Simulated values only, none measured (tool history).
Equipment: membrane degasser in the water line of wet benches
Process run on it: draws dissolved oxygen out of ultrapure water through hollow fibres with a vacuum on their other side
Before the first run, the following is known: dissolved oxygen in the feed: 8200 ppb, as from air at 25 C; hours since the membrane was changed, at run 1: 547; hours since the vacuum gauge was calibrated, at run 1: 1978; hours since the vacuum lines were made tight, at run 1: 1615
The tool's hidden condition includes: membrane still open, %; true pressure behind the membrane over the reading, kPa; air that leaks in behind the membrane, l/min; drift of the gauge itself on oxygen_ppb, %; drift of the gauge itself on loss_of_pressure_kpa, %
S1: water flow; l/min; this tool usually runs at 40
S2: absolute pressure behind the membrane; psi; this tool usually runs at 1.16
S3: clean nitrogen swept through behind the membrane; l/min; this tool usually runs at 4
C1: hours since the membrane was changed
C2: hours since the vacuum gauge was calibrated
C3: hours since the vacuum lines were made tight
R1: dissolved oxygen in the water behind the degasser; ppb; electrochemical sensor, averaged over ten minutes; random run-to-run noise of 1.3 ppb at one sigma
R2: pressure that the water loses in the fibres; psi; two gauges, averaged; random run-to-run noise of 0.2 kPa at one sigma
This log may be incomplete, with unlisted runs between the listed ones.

{"run": 1, "day": 0.0, "S1": 40, "S2": 1.16, "S3": 4, "C1": 547, "C2": 1978, "C3": 1615, "R1": 130.5, "R2": 6.358}
{"run": 2, "day": 2.638, "S1": 40, "S2": 1.16, "S3": 4, "C1": 610, "C2": 2041, "C3": 1678, "R1": 131, "R2": 6.344}
{"run": 3, "day": 6.058, "S1": 40, "S2": 1.16, "S3": 4, "C1": 692, "C2": 2123, "C3": 1760, "R1": 133.1, "R2": 6.351}
{"run": 4, "day": 8.267, "S1": 40, "S2": 1.16, "S3": 4, "C1": 745, "C2": 2176, "C3": 1814, "R1": 130.9, "R2": 6.319}
{"run": 5, "day": 9.758, "S1": 40, "S2": 1.16, "S3": 5.22, "C1": 781, "C2": 2212, "C3": 1849, "R1": 104.7, "R2": 6.289}
{"run": 6, "day": 12.571, "S1": 40, "S2": 1.16, "S3": 5.22, "C1": 848, "C2": 2280, "C3": 1917, "R1": 106.4, "R2": 6.335}
{"run": 7, "day": 15.667, "S1": 40, "S2": 1.16, "S3": 5.22, "C1": 923, "C2": 2354, "C3": 1991, "R1": 105.8, "R2": 6.3}
{"run": 8, "day": 18.321, "S1": 40, "S2": 1.16, "S3": 5.22, "C1": 986, "C2": 2418, "C3": 2055, "R1": 108.2, "R2": 6.321}
{"run": 9, "day": 21.567, "S1": 40, "S2": 1.16, "S3": 2.1, "C1": 1064, "C2": 2495, "C3": 2133, "R1": 218.8, "R2": 6.338}
{"run": 10, "day": 23.8, "S1": 40, "S2": 1.16, "S3": 4, "C1": 1118, "C2": 2549, "C3": 2186, "R1": 130.9, "R2": 6.341}
{"run": 11, "day": 26.362, "S1": 40, "S2": 1.59, "S3": 4, "C1": 1179, "C2": 2611, "C3": 2248, "R1": 200.8, "R2": 6.254}
{"run": 12, "day": 30.029, "S1": 26, "S2": 1.16, "S3": 4, "C1": 1267, "C2": 2699, "C3": 2336, "R1": 77.9, "R2": 4.122}
{"run": 13, "day": 32.196, "S1": 40, "S2": 1.16, "S3": 4, "C1": 1319, "C2": 2751, "C3": 2388, "R1": 133.1, "R2": 6.351}
{"run": 14, "day": 34.575, "S1": 40, "S2": 0.892, "S3": 4, "C1": 1376, "C2": 2808, "C3": 2445, "R1": 89, "R2": 6.342}
{"run": 15, "day": 37.579, "S1": 40, "S2": 1.16, "S3": 2.76, "C1": 1448, "C2": 2880, "C3": 2517, "R1": 177.1, "R2": 6.337}
{"run": 16, "day": 40.433, "S1": 40, "S2": 1.16, "S3": 2.76, "C1": 1517, "C2": 2948, "C3": 2586, "R1": 180.2, "R2": 6.364}
{"run": 17, "day": 43.125, "S1": 63, "S2": 1.224, "S3": 1.83, "C1": 1582, "C2": 3013, "C3": 2650, "R1": 468.6, "R2": 9.981}
{"run": 18, "day": 45.138, "S1": 32, "S2": 1.16, "S3": 1.81, "C1": 1630, "C2": 3061, "C3": 2698, "R1": 198.7, "R2": 5.084}
{"run": 19, "day": 48.012, "S1": 32, "S2": 1.16, "S3": 1.81, "C1": 1699, "C2": 3130, "C3": 2767, "R1": 201.4, "R2": 5.049}
{"run": 20, "day": 50.392, "S1": 36, "S2": 0.892, "S3": 1.81, "C1": 1756, "C2": 3187, "C3": 2825, "R1": 144.5, "R2": 5.73}
{"run": 21, "day": 53.408, "S1": 36, "S2": 0.892, "S3": 1.81, "C1": 1828, "C2": 3260, "C3": 2897, "R1": 143.4, "R2": 5.675}
{"run": 22, "day": 56.579, "S1": 36, "S2": 0.892, "S3": 1.81, "C1": 1904, "C2": 3336, "C3": 2973, "R1": 145.8, "R2": 5.707}
{"run": 23, "day": 60.067, "S1": 54, "S2": 1.405, "S3": 1.94, "C1": 1988, "C2": 3419, "C3": 3057, "R1": 430.4, "R2": 8.52}
{"run": 24, "day": 61.838, "S1": 40, "S2": 0.78, "S3": 4, "C1": 2031, "C2": 3462, "C3": 3099, "R1": 70.1, "R2": 6.408}
{"run": 25, "day": 63.383, "S1": 40, "S2": 0.78, "S3": 4, "C1": 2068, "C2": 3499, "C3": 3136, "R1": 70.5, "R2": 6.347}
{"run": 26, "day": 65.742, "S1": 40, "S2": 0.78, "S3": 4, "C1": 2124, "C2": 3556, "C3": 3193, "R1": 72.5, "R2": 6.373}
{"run": 27, "day": 67.812, "S1": 35, "S2": 1.16, "S3": 5.05, "C1": 2174, "C2": 3605, "C3": 3243, "R1": 90.1, "R2": 5.553}

Branching from run 27: 4 alternative next runs. What would each branch give?
{"day": 68.971, "done": "vacuum gauge calibrated"}
{"run": "A", "day": 69.488, "S1": 49, "S2": 2.735, "S3": 5.51, "C1": 2214, "C2": 12, "C3": 3282, "R1": "?", "R2": "?"}
{"day": 68.971, "done": "vacuum gauge calibrated"}
{"run": "B", "day": 69.488, "S1": 56, "S2": 0.716, "S3": 4.17, "C1": 2214, "C2": 12, "C3": 3282, "R1": "?", "R2": "?"}
{"day": 68.971, "done": "vacuum gauge calibrated"}
{"run": "C", "day": 69.488, "S1": 40, "S2": 0.822, "S3": 3.5, "C1": 2214, "C2": 12, "C3": 3282, "R1": "?", "R2": "?"}
{"day": 68.971, "done": "vacuum gauge calibrated"}
{"run": "D", "day": 69.488, "S1": 35, "S2": 0.738, "S3": 5.05, "C1": 2214, "C2": 12, "C3": 3282, "R1": "?", "R2": "?"}

run=A R1=364.5 R2=7.784
run=B R1=124 R2=8.898
run=C R1=83.3 R2=6.348
run=D R1=40.9 R2=5.532
Without the tool's unlogged condition, the same runs would have read:
run=A R1=363 R2=7.742
run=B R1=122.6 R2=8.85
run=C R1=83 R2=6.313
run=D R1=40.8 R2=5.501

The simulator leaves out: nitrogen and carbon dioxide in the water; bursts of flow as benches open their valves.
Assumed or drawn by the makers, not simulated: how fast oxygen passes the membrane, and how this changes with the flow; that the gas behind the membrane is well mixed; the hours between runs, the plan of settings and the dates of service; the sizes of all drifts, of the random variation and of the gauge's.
